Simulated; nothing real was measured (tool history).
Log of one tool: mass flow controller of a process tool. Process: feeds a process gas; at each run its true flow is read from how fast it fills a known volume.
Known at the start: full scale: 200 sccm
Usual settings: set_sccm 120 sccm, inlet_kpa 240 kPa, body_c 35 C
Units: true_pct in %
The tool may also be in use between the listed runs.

{"run": 1, "hour": 0.0, "set_sccm": 120, "inlet_kpa": 240, "body_c": 35, "true_pct": 100.42}
{"run": 2, "hour": 227.4, "set_sccm": 120, "inlet_kpa": 240, "body_c": 35, "true_pct": 100.57}
{"run": 3, "hour": 439.8, "set_sccm": 51, "inlet_kpa": 240, "body_c": 35, "true_pct": 99.94}
{"run": 4, "hour": 631.7, "set_sccm": 51, "inlet_kpa": 240, "body_c": 35, "true_pct": 99.94}
{"run": 5, "hour": 889.9, "set_sccm": 51, "inlet_kpa": 240, "body_c": 35, "true_pct": 100.07}
{"run": 6, "hour": 1229.2, "set_sccm": 51, "inlet_kpa": 240, "body_c": 35, "true_pct": 100.15}
{"run": 7, "hour": 1428.1, "set_sccm": 63, "inlet_kpa": 240, "body_c": 35, "true_pct": 100.43}
{"run": 8, "hour": 1655.0, "set_sccm": 63, "inlet_kpa": 240, "body_c": 35, "true_pct": 100.34}
{"run": 9, "hour": 2000.1, "set_sccm": 63, "inlet_kpa": 240, "body_c": 35, "true_pct": 100.54}
{"run": 10, "hour": 2161.7, "set_sccm": 63, "inlet_kpa": 240, "body_c": 35, "true_pct": 100.45}
{"run": 11, "hour": 2344.4, "set_sccm": 120, "inlet_kpa": 240, "body_c": 32, "true_pct": 100.78}
{"run": 12, "hour": 2577.0, "set_sccm": 120, "inlet_kpa": 240, "body_c": 35, "true_pct": 101.23}
{"hour": 2666.1, "done": "controller's zero set anew"}
{"run": 13, "hour": 2819.9, "set_sccm": 120, "inlet_kpa": 240, "body_c": 35, "true_pct": 101.28}
{"run": 14, "hour": 3205.0, "set_sccm": 120, "inlet_kpa": 240, "body_c": 35, "true_pct": 101.37}
{"run": 15, "hour": 3560.1, "set_sccm": 120, "inlet_kpa": 240, "body_c": 35, "true_pct": 101.29}
{"run": 16, "hour": 3859.1, "set_sccm": 120, "inlet_kpa": 150, "body_c": 31, "true_pct": 100.43}
{"run": 17, "hour": 4216.8, "set_sccm": 54, "inlet_kpa": 210, "body_c": 28, "true_pct": 99.84}
{"run": 18, "hour": 4570.6, "set_sccm": 53, "inlet_kpa": 210, "body_c": 23, "true_pct": 99.43}
{"run": 19, "hour": 4836.7, "set_sccm": 34, "inlet_kpa": 259, "body_c": 23, "true_pct": 99.44}
{"run": 20, "hour": 5132.4, "set_sccm": 34, "inlet_kpa": 259, "body_c": 23, "true_pct": 99.54}
{"run": 21, "hour": 5380.6, "set_sccm": 34, "inlet_kpa": 259, "body_c": 23, "true_pct": 99.59}
{"run": 22, "hour": 5668.4, "set_sccm": 85, "inlet_kpa": 240, "body_c": 35, "true_pct": 101.56}
{"run": 23, "hour": 6039.3, "set_sccm": 85, "inlet_kpa": 240, "body_c": 35, "true_pct": 101.56}
{"hour": 6183.4, "done": "controller exchanged for a calibrated one"}
{"run": 24, "hour": 6297.3, "set_sccm": 133, "inlet_kpa": 159, "body_c": 35, "true_pct": 101.66}
{"run": 25, "hour": 6588.7, "set_sccm": 39, "inlet_kpa": 240, "body_c": 27, "true_pct": 100.26}
{"run": 26, "hour": 6942.9, "set_sccm": 194, "inlet_kpa": 201, "body_c": 33, "true_pct": 102.52}

The next listed run, before its measurement:
{"run": 27, "hour": 7279.0, "set_sccm": 122, "inlet_kpa": 231, "body_c": 35, "true_pct": "?"}

Run 27 gave true_pct 102.32 %.
Without the tool's hidden state the same run would have given true_pct 100.63 %.

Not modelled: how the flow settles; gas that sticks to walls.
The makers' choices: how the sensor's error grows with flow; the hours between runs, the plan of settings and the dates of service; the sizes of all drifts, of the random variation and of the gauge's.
